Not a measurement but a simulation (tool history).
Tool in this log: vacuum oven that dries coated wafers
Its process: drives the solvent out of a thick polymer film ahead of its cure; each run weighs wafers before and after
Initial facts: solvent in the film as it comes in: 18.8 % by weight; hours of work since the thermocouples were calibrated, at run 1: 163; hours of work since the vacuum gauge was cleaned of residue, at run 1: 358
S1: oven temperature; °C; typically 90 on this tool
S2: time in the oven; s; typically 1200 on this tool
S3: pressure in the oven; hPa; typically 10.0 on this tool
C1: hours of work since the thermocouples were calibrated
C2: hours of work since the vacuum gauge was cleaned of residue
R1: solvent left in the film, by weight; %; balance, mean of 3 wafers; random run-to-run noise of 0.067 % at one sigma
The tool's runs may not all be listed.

run 1 hour=0.0 | S1=90 S2=1200 S3=10.0 | C1=163 C2=358 | R1=4.68
run 2 hour=16.2 | S1=90 S2=1200 S3=10.0 | C1=174 C2=369 | R1=4.55
run 3 hour=33.9 | S1=90 S2=1200 S3=32.4 | C1=186 C2=381 | R1=5.90
run 4 hour=50.9 | S1=90 S2=1200 S3=10.8 | C1=198 C2=393 | R1=4.71
-- hour=55.4 oven's thermocouples calibrated
run 5 hour=68.3 | S1=76 S2=1200 S3=10.0 | C1=9 C2=403 | R1=10.37
run 6 hour=80.9 | S1=103 S2=1620 S3=10.0 | C1=17 C2=412 | R1=0.64
run 7 hour=95.2 | S1=103 S2=1620 S3=10.0 | C1=27 C2=421 | R1=0.73
run 8 hour=119.2 | S1=90 S2=1620 S3=10.8 | C1=43 C2=438 | R1=3.29
run 9 hour=138.5 | S1=90 S2=1620 S3=10.8 | C1=56 C2=451 | R1=3.43
run 10 hour=164.4 | S1=81 S2=1920 S3=10.0 | C1=74 C2=468 | R1=5.90

5 options for the next run, each taken on its own from the tool as it stands now. Forecast them:
-- hour=171.3 oven's thermocouples calibrated, once more
run A hour=188.2 | S1=79 S2=600 S3=34.0 | C1=11 C2=483 | R1=?
-- hour=171.3 oven's thermocouples calibrated, once more
run B hour=188.2 | S1=88 S2=1020 S3=27.7 | C1=11 C2=483 | R1=?
-- hour=171.3 oven's thermocouples calibrated, once more
run C hour=188.2 | S1=76 S2=780 S3=9.3 | C1=11 C2=483 | R1=?
-- hour=171.3 oven's thermocouples calibrated, once more
run D hour=188.2 | S1=75 S2=1920 S3=10.0 | C1=11 C2=483 | R1=?
-- hour=171.3 oven's thermocouples calibrated, once more
run E hour=188.2 | S1=87 S2=1860 S3=10.0 | C1=11 C2=483 | R1=?

run=A R1=12.60
run=B R1=6.92
run=C R1=11.51
run=D R1=7.88
run=E R1=3.40
Without the tool's unlogged condition, the same runs would have read:
run=A R1=12.62
run=B R1=6.95
run=C R1=11.52
run=D R1=7.89
run=E R1=3.41
